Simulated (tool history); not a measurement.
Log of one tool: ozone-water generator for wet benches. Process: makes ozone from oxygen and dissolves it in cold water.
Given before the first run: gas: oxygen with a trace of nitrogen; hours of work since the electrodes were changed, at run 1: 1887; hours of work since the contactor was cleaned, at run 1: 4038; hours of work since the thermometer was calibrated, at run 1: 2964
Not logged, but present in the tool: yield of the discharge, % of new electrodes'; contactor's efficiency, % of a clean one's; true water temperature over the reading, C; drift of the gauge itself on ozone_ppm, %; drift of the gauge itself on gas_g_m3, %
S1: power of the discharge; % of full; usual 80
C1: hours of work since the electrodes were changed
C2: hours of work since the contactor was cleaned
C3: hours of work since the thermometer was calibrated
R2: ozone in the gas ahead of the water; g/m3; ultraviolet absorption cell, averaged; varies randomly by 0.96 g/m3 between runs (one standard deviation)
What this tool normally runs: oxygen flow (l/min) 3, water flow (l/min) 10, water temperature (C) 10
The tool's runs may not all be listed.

{"run": 1, "day": 0.0, "S1": 80, "oxygen flow (l/min)": 3, "water flow (l/min)": 10, "water temperature (C)": 10, "C1": 1887, "C2": 4038, "C3": 2964, "dissolved ozone (ppm)": 17.7, "R2": 162.7}
{"run": 2, "day": 2.267, "S1": 85, "oxygen flow (l/min)": 3, "water flow (l/min)": 10, "water temperature (C)": 10, "C1": 1935, "C2": 4087, "C3": 3013, "dissolved ozone (ppm)": 18.6, "R2": 170.8}
{"day": 2.796, "done": "contactor cleaned"}
{"run": 3, "day": 7.108, "S1": 85, "oxygen flow (l/min)": 3, "water flow (l/min)": 10, "water temperature (C)": 10, "C1": 2036, "C2": 93, "C3": 3113, "dissolved ozone (ppm)": 18.8, "R2": 172.3}
{"run": 4, "day": 11.1, "S1": 85, "oxygen flow (l/min)": 3, "water flow (l/min)": 10, "water temperature (C)": 10, "C1": 2122, "C2": 179, "C3": 3199, "dissolved ozone (ppm)": 18.7, "R2": 171}
{"run": 5, "day": 13.296, "S1": 85, "oxygen flow (l/min)": 3, "water flow (l/min)": 10, "water temperature (C)": 10, "C1": 2169, "C2": 226, "C3": 3247, "dissolved ozone (ppm)": 18.7, "R2": 173.1}
{"run": 6, "day": 17.704, "S1": 80, "oxygen flow (l/min)": 3, "water flow (l/min)": 10, "water temperature (C)": 10, "C1": 2264, "C2": 321, "C3": 3341, "dissolved ozone (ppm)": 17.8, "R2": 164}
{"run": 7, "day": 20.95, "S1": 80, "oxygen flow (l/min)": 3, "water flow (l/min)": 10, "water temperature (C)": 10, "C1": 2334, "C2": 391, "C3": 3411, "dissolved ozone (ppm)": 17.6, "R2": 165}
{"run": 8, "day": 25.0, "S1": 80, "oxygen flow (l/min)": 3, "water flow (l/min)": 10, "water temperature (C)": 10, "C1": 2421, "C2": 478, "C3": 3498, "dissolved ozone (ppm)": 17.3, "R2": 164.8}
{"run": 9, "day": 28.042, "S1": 47, "oxygen flow (l/min)": 3, "water flow (l/min)": 10, "water temperature (C)": 10, "C1": 2486, "C2": 543, "C3": 3564, "dissolved ozone (ppm)": 11.2, "R2": 105}
{"run": 10, "day": 31.496, "S1": 47, "oxygen flow (l/min)": 3, "water flow (l/min)": 10, "water temperature (C)": 10, "C1": 2561, "C2": 618, "C3": 3638, "dissolved ozone (ppm)": 11.4, "R2": 104.6}
{"run": 11, "day": 35.533, "S1": 80, "oxygen flow (l/min)": 3, "water flow (l/min)": 10, "water temperature (C)": 10, "C1": 2648, "C2": 704, "C3": 3725, "dissolved ozone (ppm)": 17.6, "R2": 165.5}
{"run": 12, "day": 38.662, "S1": 80, "oxygen flow (l/min)": 3, "water flow (l/min)": 10, "water temperature (C)": 10, "C1": 2715, "C2": 772, "C3": 3792, "dissolved ozone (ppm)": 17.7, "R2": 164.1}
{"run": 13, "day": 41.538, "S1": 80, "oxygen flow (l/min)": 3, "water flow (l/min)": 10, "water temperature (C)": 10, "C1": 2777, "C2": 834, "C3": 3854, "dissolved ozone (ppm)": 17.7, "R2": 165.3}
{"run": 14, "day": 46.025, "S1": 45, "oxygen flow (l/min)": 4.92, "water flow (l/min)": 14, "water temperature (C)": 15, "C1": 2873, "C2": 930, "C3": 3951, "dissolved ozone (ppm)": 6.5, "R2": 71.6}
{"run": 15, "day": 48.233, "S1": 73, "oxygen flow (l/min)": 4.92, "water flow (l/min)": 14, "water temperature (C)": 15, "C1": 2921, "C2": 978, "C3": 3998, "dissolved ozone (ppm)": 10, "R2": 108.2}
{"run": 16, "day": 52.85, "S1": 49, "oxygen flow (l/min)": 3.67, "water flow (l/min)": 9, "water temperature (C)": 10, "C1": 3020, "C2": 1077, "C3": 4098, "dissolved ozone (ppm)": 12.3, "R2": 95}
{"run": 17, "day": 55.596, "S1": 58, "oxygen flow (l/min)": 3.67, "water flow (l/min)": 11, "water temperature (C)": 10, "C1": 3079, "C2": 1136, "C3": 4157, "dissolved ozone (ppm)": 11.9, "R2": 109.8}

What does the tool deliver on the next run?
{"run": 18, "day": 59.079, "S1": 58, "oxygen flow (l/min)": 3.67, "water flow (l/min)": 11, "water temperature (C)": 10, "C1": 3154, "C2": 1211, "C3": 4232, "dissolved ozone (ppm)": "?", "R2": "?"}

dissolved ozone (ppm): 11.8
R2: 110.5 g/m3
If the tool had no hidden condition, the same run with the same run-to-run variation would have returned dissolved ozone (ppm) 11.9, R2 108.3 g/m3.
